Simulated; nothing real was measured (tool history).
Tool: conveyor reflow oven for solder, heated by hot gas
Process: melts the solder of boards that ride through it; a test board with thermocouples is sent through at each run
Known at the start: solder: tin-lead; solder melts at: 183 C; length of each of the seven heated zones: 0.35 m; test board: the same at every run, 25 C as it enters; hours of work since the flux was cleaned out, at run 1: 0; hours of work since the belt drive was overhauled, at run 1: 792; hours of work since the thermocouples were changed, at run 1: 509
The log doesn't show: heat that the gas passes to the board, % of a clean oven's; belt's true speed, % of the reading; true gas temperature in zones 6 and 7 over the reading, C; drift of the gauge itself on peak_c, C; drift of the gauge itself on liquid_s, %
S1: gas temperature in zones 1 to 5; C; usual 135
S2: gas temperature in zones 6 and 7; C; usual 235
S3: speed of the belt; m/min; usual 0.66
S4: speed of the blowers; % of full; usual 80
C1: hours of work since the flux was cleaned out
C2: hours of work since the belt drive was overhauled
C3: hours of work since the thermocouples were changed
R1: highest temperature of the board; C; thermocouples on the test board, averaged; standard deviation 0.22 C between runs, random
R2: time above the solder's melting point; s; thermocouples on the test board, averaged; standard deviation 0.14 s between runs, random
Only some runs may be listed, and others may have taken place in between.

{"run": 1, "hour": 0.0, "S1": 135, "S2": 235, "S3": 0.66, "S4": 80, "C1": 0, "C2": 792, "C3": 509, "R1": 219.1, "R2": 48.4}
{"run": 2, "hour": 79.4, "S1": 135, "S2": 235, "S3": 0.66, "S4": 80, "C1": 60, "C2": 852, "C3": 569, "R1": 219.3, "R2": 48.7}
{"run": 3, "hour": 153.4, "S1": 140, "S2": 235, "S3": 0.66, "S4": 80, "C1": 116, "C2": 907, "C3": 625, "R1": 220.3, "R2": 50.3}
{"run": 4, "hour": 209.3, "S1": 135, "S2": 235, "S3": 0.66, "S4": 80, "C1": 158, "C2": 949, "C3": 667, "R1": 219.1, "R2": 48.1}
{"run": 5, "hour": 276.8, "S1": 135, "S2": 235, "S3": 0.66, "S4": 80, "C1": 209, "C2": 1000, "C3": 718, "R1": 218.8, "R2": 48.4}
{"run": 6, "hour": 343.6, "S1": 135, "S2": 235, "S3": 0.66, "S4": 80, "C1": 259, "C2": 1051, "C3": 768, "R1": 218.5, "R2": 47.9}
{"hour": 400.7, "done": "flux residue cleaned out of gas plates and filters"}
{"run": 7, "hour": 404.2, "S1": 135, "S2": 235, "S3": 0.66, "S4": 80, "C1": 3, "C2": 1093, "C3": 810, "R1": 217.7, "R2": 47.6}
{"run": 8, "hour": 458.9, "S1": 135, "S2": 235, "S3": 0.66, "S4": 80, "C1": 44, "C2": 1134, "C3": 851, "R1": 217.8, "R2": 47.3}
{"run": 9, "hour": 532.2, "S1": 135, "S2": 235, "S3": 0.66, "S4": 80, "C1": 99, "C2": 1189, "C3": 907, "R1": 218.3, "R2": 47.1}
{"hour": 551.6, "done": "flux residue cleaned out of gas plates and filters, once more"}
{"run": 10, "hour": 610.5, "S1": 135, "S2": 235, "S3": 0.66, "S4": 80, "C1": 44, "C2": 1245, "C3": 962, "R1": 220.5, "R2": 48.8}
{"run": 11, "hour": 656.1, "S1": 135, "S2": 250, "S3": 0.66, "S4": 80, "C1": 79, "C2": 1279, "C3": 996, "R1": 233.2, "R2": 55.4}
{"hour": 672.3, "done": "thermocouples of zones 6 and 7 changed"}
{"run": 12, "hour": 703.8, "S1": 135, "S2": 250, "S3": 0.66, "S4": 80, "C1": 113, "C2": 1313, "C3": 24, "R1": 232.1, "R2": 55.1}
{"run": 13, "hour": 762.4, "S1": 150, "S2": 235, "S3": 0.66, "S4": 80, "C1": 157, "C2": 1358, "C3": 68, "R1": 221.2, "R2": 54.3}
{"run": 14, "hour": 803.0, "S1": 150, "S2": 235, "S3": 0.66, "S4": 80, "C1": 188, "C2": 1388, "C3": 99, "R1": 221, "R2": 54.5}
{"run": 15, "hour": 847.0, "S1": 150, "S2": 246, "S3": 0.66, "S4": 80, "C1": 221, "C2": 1421, "C3": 132, "R1": 230.3, "R2": 58.8}
{"run": 16, "hour": 881.9, "S1": 146, "S2": 246, "S3": 0.629, "S4": 80, "C1": 248, "C2": 1448, "C3": 158, "R1": 231.3, "R2": 60.9}
{"hour": 950.7, "done": "flux residue cleaned out of gas plates and filters"}
{"run": 17, "hour": 965.2, "S1": 133, "S2": 232, "S3": 0.755, "S4": 67, "C1": 11, "C2": 1507, "C3": 217, "R1": 207.9, "R2": 33.8}
{"run": 18, "hour": 1022.0, "S1": 125, "S2": 228, "S3": 0.552, "S4": 88, "C1": 54, "C2": 1549, "C3": 260, "R1": 218.1, "R2": 56.4}
{"run": 19, "hour": 1079.9, "S1": 137, "S2": 237, "S3": 0.661, "S4": 50, "C1": 97, "C2": 1593, "C3": 304, "R1": 211.5, "R2": 42.1}
{"run": 20, "hour": 1115.8, "S1": 141, "S2": 242, "S3": 0.599, "S4": 63, "C1": 124, "C2": 1620, "C3": 331, "R1": 224.8, "R2": 58.9}
{"run": 21, "hour": 1194.6, "S1": 135, "S2": 235, "S3": 0.609, "S4": 80, "C1": 184, "C2": 1680, "C3": 390, "R1": 221.3, "R2": 54.3}
{"run": 22, "hour": 1276.5, "S1": 135, "S2": 235, "S3": 0.609, "S4": 80, "C1": 246, "C2": 1741, "C3": 452, "R1": 220.3, "R2": 54.3}
{"hour": 1300.9, "done": "belt drive overhauled, speed set with a stopwatch"}
{"hour": 1354.6, "done": "flux residue cleaned out of gas plates and filters"}
{"run": 23, "hour": 1364.3, "S1": 135, "S2": 235, "S3": 0.609, "S4": 80, "C1": 7, "C2": 44, "C3": 511, "R1": 221.9, "R2": 54.2}
{"run": 24, "hour": 1439.6, "S1": 135, "S2": 235, "S3": 0.609, "S4": 80, "C1": 64, "C2": 101, "C3": 568, "R1": 221.5, "R2": 53.9}
{"run": 25, "hour": 1521.2, "S1": 135, "S2": 235, "S3": 0.729, "S4": 80, "C1": 126, "C2": 162, "C3": 630, "R1": 215.3, "R2": 40.6}
{"run": 26, "hour": 1568.2, "S1": 135, "S2": 235, "S3": 0.704, "S4": 80, "C1": 161, "C2": 198, "C3": 665, "R1": 216.8, "R2": 43.1}
{"run": 27, "hour": 1632.2, "S1": 135, "S2": 235, "S3": 0.66, "S4": 67, "C1": 209, "C2": 246, "C3": 713, "R1": 215.4, "R2": 44.7}
{"run": 28, "hour": 1666.0, "S1": 135, "S2": 243, "S3": 0.66, "S4": 57, "C1": 235, "C2": 272, "C3": 739, "R1": 218.4, "R2": 46.3}
{"run": 29, "hour": 1740.6, "S1": 147, "S2": 242, "S3": 0.66, "S4": 59, "C1": 291, "C2": 328, "C3": 795, "R1": 221.3, "R2": 51.8}
{"hour": 1752.9, "done": "flux residue cleaned out of gas plates and filters"}
{"run": 30, "hour": 1827.1, "S1": 135, "S2": 235, "S3": 0.66, "S4": 59, "C1": 56, "C2": 389, "C3": 857, "R1": 213.9, "R2": 43.4}

Run by run, hidden condition taken away, random variation retained:
run=1 R1=218.3 R2=47.7
run=2 R1=218.8 R2=48.2
run=3 R1=220 R2=49.9
run=4 R1=218.9 R2=47.8
run=5 R1=218.9 R2=48.2
run=6 R1=218.7 R2=47.9
run=7 R1=218.6 R2=48
run=8 R1=218.9 R2=47.9
run=9 R1=219.7 R2=47.9
run=10 R1=219.3 R2=47.7
run=11 R1=232.1 R2=54.4
run=12 R1=232.3 R2=54.6
run=13 R1=221.4 R2=53.9
run=14 R1=221.3 R2=54.2
run=15 R1=230.8 R2=58.3
run=16 R1=231.8 R2=60.5
run=17 R1=207.6 R2=33.1
run=18 R1=217.9 R2=55.7
run=19 R1=211.3 R2=41.4
run=20 R1=224.8 R2=58.2
run=21 R1=221.6 R2=53.9
run=22 R1=220.8 R2=54
run=23 R1=221.4 R2=54
run=24 R1=221.3 R2=53.8
run=25 R1=215.5 R2=40.8
run=26 R1=217.1 R2=43.4
run=27 R1=215.7 R2=45
run=28 R1=218.9 R2=46.6
run=29 R1=221.8 R2=52.1
run=30 R1=213.2 R2=42.7

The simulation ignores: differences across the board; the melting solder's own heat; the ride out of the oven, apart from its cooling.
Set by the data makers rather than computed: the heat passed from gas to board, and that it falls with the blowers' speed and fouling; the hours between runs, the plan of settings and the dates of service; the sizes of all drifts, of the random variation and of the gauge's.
